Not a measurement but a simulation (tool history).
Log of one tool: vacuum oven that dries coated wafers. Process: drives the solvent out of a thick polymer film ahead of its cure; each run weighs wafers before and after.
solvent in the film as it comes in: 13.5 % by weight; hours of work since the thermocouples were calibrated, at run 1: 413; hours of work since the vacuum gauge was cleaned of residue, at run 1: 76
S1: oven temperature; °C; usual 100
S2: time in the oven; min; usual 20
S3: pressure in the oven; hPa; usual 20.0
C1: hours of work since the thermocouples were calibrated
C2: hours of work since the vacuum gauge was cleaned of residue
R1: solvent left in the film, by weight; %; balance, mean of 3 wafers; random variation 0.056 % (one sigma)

run   hour   S1  S2    S3   C1   C2     R1
  1    0.0  100  20  20.0  413   76   2.45
  2   41.5   95  20  20.0  443  106   3.15
  3  109.4  100  20  20.0  493  156   2.36
  4  166.4   92  20  20.0  534  198   3.85
  5  227.2   92  20  20.0  579  242   3.81
  6  309.7   92  20  11.3  639  302   2.93
  7  356.6  100  20  75.3  673  337   7.11
  8  435.1  100  20  75.3  731  394   7.06
  9  471.9  100  20  75.3  757  421   7.21
 10  521.9   91  20  75.3  794  457   9.97
 11  567.4   91  20  75.3  827  490  10.12
 12  639.0   88  12  32.6  879  543   7.38
     700.6  -- oven's thermocouples calibrated
 13  700.6   88  12  32.6    0  586   8.22
     706.1  -- vacuum gauge cleaned of residue and calibrated
 14  763.5   88  12  32.6   45   42   8.27
 15  818.4   86  29  13.3   85   82   4.11

The next listed run, before its measurement:
     895.5  -- vacuum gauge cleaned of residue and calibrated, once more
 16  898.9  102  25  61.9  143   2   ?

Run 16 gave R1 5.83 %.
Without the tool's hidden state the same run would have given R1 5.70 %.
